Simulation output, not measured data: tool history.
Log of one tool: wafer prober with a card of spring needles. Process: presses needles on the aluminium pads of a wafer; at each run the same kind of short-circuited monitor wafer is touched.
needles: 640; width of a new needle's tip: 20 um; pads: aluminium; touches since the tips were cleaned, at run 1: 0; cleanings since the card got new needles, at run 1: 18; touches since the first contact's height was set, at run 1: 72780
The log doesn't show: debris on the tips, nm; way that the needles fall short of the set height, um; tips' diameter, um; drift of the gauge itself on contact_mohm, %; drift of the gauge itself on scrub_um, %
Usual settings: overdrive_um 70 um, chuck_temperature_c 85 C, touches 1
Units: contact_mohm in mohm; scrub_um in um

| run | hour | overdrive_um | chuck_temperature_c | touches | touches since the tips were cleaned | cleanings since the card got new needles | touches since the first contact's height was set | contact_mohm | scrub_um |
|---|---|---|---|---|---|---|---|---|---|
| 1 | 0 | 70 | 85 | 1 | 0 | 18 | 72780 | 146 | 15.58 |
| 2 | 7 | 70 | 85 | 1 | 2320 | 18 | 75100 | 152 | 15.58 |
|  | 10.9 | tips cleaned on abrasive film |
| 3 | 13.6 | 70 | 85 | 1 | 895 | 19 | 77257 | 146 | 15.55 |
| 4 | 18.9 | 70 | 85 | 1 | 2662 | 19 | 79024 | 154 | 15.43 |
|  | 21.5 | tips cleaned on abrasive film |
| 5 | 24.6 | 70 | 85 | 1 | 1032 | 20 | 80897 | 151 | 15.48 |
|  | 32.1 | tips cleaned on abrasive film |
| 6 | 32.4 | 70 | 85 | 1 | 105 | 21 | 83456 | 144 | 15.54 |
| 7 | 36.5 | 70 | 97 | 1 | 1463 | 21 | 84814 | 154 | 15.59 |
|  | 42.7 | tips cleaned on abrasive film |
| 8 | 43.8 | 70 | 97 | 1 | 362 | 22 | 87223 | 145 | 15.35 |
| 9 | 51.7 | 70 | 97 | 1 | 2987 | 22 | 89848 | 158 | 15.21 |
|  | 53.3 | tips cleaned on abrasive film |
| 10 | 60.2 | 70 | 97 | 1 | 2287 | 23 | 92641 | 156 | 15.15 |
|  | 63.7 | tips cleaned on abrasive film |
| 11 | 66.9 | 70 | 97 | 1 | 1073 | 24 | 94842 | 151 | 15.13 |
|  | 69.2 | height of the first contact set anew |
|  | 74.8 | tips cleaned on abrasive film |
| 12 | 74.8 | 52 | 67 | 2 | 0 | 25 | 1855 | 147 | 11.89 |
| 13 | 80 | 52 | 74 | 1 | 1713 | 25 | 3568 | 156 | 11.92 |
|  | 85.5 | tips cleaned on abrasive film |
| 14 | 88.2 | 84 | 51 | 2 | 894 | 26 | 6266 | 138 | 19.31 |

4 ways to go on from here, each from the tool as it stands after run 14. What would each give?
|  | 96.1 | tips cleaned on abrasive film |
| A | 96.1 | 84 | 106 | 3 | 0 | 27 | 8869 | ? | ? |
|  | 96.1 | tips cleaned on abrasive film |
| B | 96.1 | 62 | 26 | 1 | 0 | 27 | 8869 | ? | ? |
|  | 96.1 | tips cleaned on abrasive film |
| C | 96.1 | 86 | 51 | 2 | 0 | 27 | 8869 | ? | ? |
|  | 96.1 | tips cleaned on abrasive film |
| D | 96.1 | 74 | 51 | 1 | 0 | 27 | 8869 | ? | ? |

| run | contact_mohm | scrub_um |
|---|---|---|
| A | 147 | 19.05 |
| B | 138 | 14.08 |
| C | 137 | 19.67 |
| D | 138 | 16.79 |
Without the tool's hidden state the same runs would have given:
| run | contact_mohm | scrub_um |
|---|---|---|
| A | 146 | 19.13 |
| B | 136 | 14.16 |
| C | 136 | 19.76 |
| D | 137 | 16.87 |
